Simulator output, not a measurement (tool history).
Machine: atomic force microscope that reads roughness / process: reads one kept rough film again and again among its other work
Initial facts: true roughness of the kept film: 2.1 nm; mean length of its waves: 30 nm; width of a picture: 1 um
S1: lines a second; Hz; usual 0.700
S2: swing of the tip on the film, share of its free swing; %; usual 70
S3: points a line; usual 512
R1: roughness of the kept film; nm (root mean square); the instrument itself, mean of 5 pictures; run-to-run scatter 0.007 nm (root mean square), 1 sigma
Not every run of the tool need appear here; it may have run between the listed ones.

run	day	S1	S2	S3	R1
1	0.000	0.700	70	512	1.889
2	1.217	0.700	70	512	1.870
3	2.333	0.700	70	512	1.850
4	3.546	0.700	70	512	1.848
5	4.900	0.700	70	512	1.831
# day 5.296: new tip fitted
6	6.208	0.700	70	512	1.947
7	7.183	0.700	70	512	1.943
8	8.400	0.700	70	512	1.934
9	9.788	0.700	70	512	1.922
10	10.683	0.700	70	512	1.905
11	11.604	0.700	77	512	1.888
12	12.183	0.700	70	512	1.892
13	13.417	0.693	70	512	1.878
14	14.196	0.700	70	713	1.884
15	14.779	0.700	70	713	1.882
16	15.650	0.700	70	713	1.852
17	16.242	0.700	70	713	1.865
18	16.833	0.700	70	713	1.866
19	17.621	0.700	70	713	1.846
20	18.458	0.700	70	713	1.847
21	19.704	0.700	70	713	1.836
# day 19.800: new tip fitted
22	21.133	0.700	70	713	1.954
23	22.304	0.700	70	713	1.956
24	23.225	0.700	70	713	1.943
25	24.496	0.700	67	932	1.933
26	25.429	0.700	61	512	1.914
27	26.817	2.738	63	779	1.864
28	27.396	2.738	63	779	1.840
29	28.583	0.562	60	305	1.879
30	29.712	2.720	62	297	1.813
31	30.708	1.868	65	512	1.828

Run 32, settings as shown, results not yet in. Your forecast:
32	31.746	3.330	60	469	?

R1: 1.801 nm (root mean square)
Without the tool's hidden state the same run would have given R1 1.914 nm (root mean square).

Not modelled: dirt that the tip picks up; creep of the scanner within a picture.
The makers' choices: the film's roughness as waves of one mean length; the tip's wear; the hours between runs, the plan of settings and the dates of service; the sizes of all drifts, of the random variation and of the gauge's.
